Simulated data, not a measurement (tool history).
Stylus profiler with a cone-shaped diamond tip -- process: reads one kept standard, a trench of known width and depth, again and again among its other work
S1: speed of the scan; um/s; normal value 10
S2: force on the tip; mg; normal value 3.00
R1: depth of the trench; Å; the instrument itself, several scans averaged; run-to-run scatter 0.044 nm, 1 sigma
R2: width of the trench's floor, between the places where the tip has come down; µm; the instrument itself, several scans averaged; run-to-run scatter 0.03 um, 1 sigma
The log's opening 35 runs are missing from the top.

run    hour  S1    S2      R1     R2
 36   792.1  31  1.49  2009.0  46.38
 37   823.4   9  1.39  2007.7  46.53
 38   848.2   9  1.39  2008.2  46.53
 39   869.0   9  1.39  2008.3  46.52
 40   886.1  14  2.03  2009.6  46.52
 41   915.6   3  7.64  2024.0  46.60
 42   944.5   3  7.64  2023.9  46.52
 43   967.4   3  7.64  2024.3  46.49
 44   982.9  17  5.66  2019.4  46.37
 45  1003.3  25  4.02  2015.7  46.42
 46  1034.9  25  4.02  2016.5  46.39

4 options for the next run, each taken on its own from the tool as it stands now. Forecast them:
  A  1063.0  12  1.49   ?   ?
  B  1063.0   5  1.62   ?   ?
  C  1063.0  10  3.00   ?   ?
  D  1063.0  25  8.73   ?   ?

run      R1     R2
  A  2009.5  46.38
  B  2008.8  46.45
  C  2013.4  46.40
  D  2026.8  46.38
Take away the tool's hidden state, keep each run's random variation, and the runs would have read:
run      R1     R2
  A  2008.2  47.97
  B  2007.5  48.04
  C  2012.1  47.99
  D  2025.5  47.98

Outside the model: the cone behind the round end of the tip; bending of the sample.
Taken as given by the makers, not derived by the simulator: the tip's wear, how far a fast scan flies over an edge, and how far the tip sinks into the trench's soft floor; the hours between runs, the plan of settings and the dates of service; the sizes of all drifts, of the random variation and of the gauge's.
